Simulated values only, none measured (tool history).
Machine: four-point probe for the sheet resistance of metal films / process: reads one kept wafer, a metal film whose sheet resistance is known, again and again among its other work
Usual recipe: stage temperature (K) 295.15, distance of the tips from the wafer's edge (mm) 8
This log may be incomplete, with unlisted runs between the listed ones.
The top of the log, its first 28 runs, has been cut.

run      day  stage temperature (K)  distance of the tips from the wafer's edge (mm)  touches since the probe head was changed  hours of work since the stage's thermometer was calibrated  sheet resistance as the instrument gives it (ohm/square)
 29   84.192                 295.15                                                9                                    178889                                                         100                                                  0.232382
 30   86.700                 295.15                                                9                                    182486                                                         144                                                  0.232341
 31   90.404                 305.15                                               49                                    187800                                                         209                                                  0.233108
 32   93.296                 302.15                                                5                                    191947                                                         260                                                  0.233986
 33   95.500                 295.15                                               12                                    195108                                                         299                                                  0.231963
 34   97.450                 293.15                                               13                                    197907                                                         333                                                  0.231644
 35  101.596                 298.15                                                3                                    203856                                                         406                                                  0.235343
 36  105.550                 301.15                                               15                                    209528                                                         476                                                  0.232461

Below are 5 alternative next runs, each starting from the tool's condition after run 36. Predict each:
  A  108.462                 306.15                                               17                                    213705                                                         527                                                         ?
  B  108.462                 303.15                                               23                                    213705                                                         527                                                         ?
  C  108.462                 304.15                                               15                                    213705                                                         527                                                         ?
  D  108.462                 304.15                                               12                                    213705                                                         527                                                         ?
  E  108.462                 302.15                                               70                                    213705                                                         527                                                         ?

run  sheet resistance as the instrument gives it (ohm/square)
  A                                                  0.232924
  B                                                  0.232576
  C                                                  0.232744
  D                                                  0.232782
  E                                                  0.232354
Without the tool's unlogged condition, the same runs would have read:
run  sheet resistance as the instrument gives it (ohm/square)
  A                                                  0.235494
  B                                                  0.235143
  C                                                  0.235312
  D                                                  0.235351
  E                                                  0.234920

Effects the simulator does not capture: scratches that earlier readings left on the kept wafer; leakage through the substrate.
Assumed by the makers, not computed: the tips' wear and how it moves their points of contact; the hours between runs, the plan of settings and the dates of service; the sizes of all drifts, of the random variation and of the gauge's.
